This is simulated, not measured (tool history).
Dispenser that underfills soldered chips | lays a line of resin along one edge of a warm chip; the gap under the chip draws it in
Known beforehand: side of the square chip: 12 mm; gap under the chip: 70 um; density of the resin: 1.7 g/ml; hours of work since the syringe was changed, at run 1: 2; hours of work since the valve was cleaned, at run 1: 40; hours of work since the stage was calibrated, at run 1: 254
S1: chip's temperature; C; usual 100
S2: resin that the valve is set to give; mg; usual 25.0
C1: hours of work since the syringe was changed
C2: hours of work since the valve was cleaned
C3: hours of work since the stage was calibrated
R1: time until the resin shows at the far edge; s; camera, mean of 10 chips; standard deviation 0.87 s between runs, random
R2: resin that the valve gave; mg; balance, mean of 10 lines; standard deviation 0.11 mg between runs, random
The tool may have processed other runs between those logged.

run,hour,S1,S2,C1,C2,C3,R1,R2
1,0.0,100,25.0,2,40,254,91.8,24.35
# hour 4.3: new syringe of resin
2,8.9,96,25.0,4,47,261,114.0,24.19
# hour 11.9: new syringe of resin
3,17.6,96,25.0,4,53,267,117.7,24.25
# hour 19.3: new syringe of resin
4,25.1,96,25.0,5,58,273,117.4,24.14
# hour 26.6: new syringe of resin
5,29.2,100,25.0,2,61,275,93.2,24.10
# hour 31.8: dispensing valve cleaned and set on the balance
# hour 35.0: new syringe of resin
6,35.5,100,25.0,0,3,279,86.0,24.91
7,40.8,100,25.0,4,7,283,98.1,25.05
# hour 42.2: new syringe of resin
8,46.1,100,21.5,3,11,287,96.5,21.45
# hour 49.6: new syringe of resin
9,52.8,100,21.5,2,15,292,96.3,21.31
# hour 57.2: new syringe of resin
10,59.9,100,21.5,2,21,297,95.8,21.12
# hour 64.5: new syringe of resin
11,65.2,100,21.5,1,24,301,92.5,21.13
12,70.0,100,21.5,4,28,305,104.1,21.12
# hour 72.0: new syringe of resin
13,74.3,100,21.5,2,31,308,95.1,21.12
# hour 79.3: new syringe of resin
14,79.5,100,21.5,0,35,312,89.9,20.92
# hour 86.7: new syringe of resin
15,86.7,100,21.5,0,40,317,92.0,20.99
# hour 94.4: new syringe of resin
16,95.3,100,22.4,1,47,323,90.3,21.80
17,101.0,100,22.4,5,51,328,102.0,21.72
# hour 101.9: new syringe of resin
18,105.3,87,27.4,3,54,331,165.3,26.58
# hour 109.3: new syringe of resin
19,114.0,104,25.0,4,61,337,82.9,24.00
# hour 117.0: new syringe of resin
# hour 118.0: dispensing valve cleaned and set on the balance
20,119.4,104,25.0,1,1,340,75.3,25.17

Forecast run 21:
# hour 125.1: new syringe of resin
21,126.0,104,25.0,1,6,345,?,?

{"run 21": {"R1": 77.0, "R2": 24.95}}
Minus the tool's unlogged condition, the same run would have read R1 69.6 s, R2 25.01 mg.
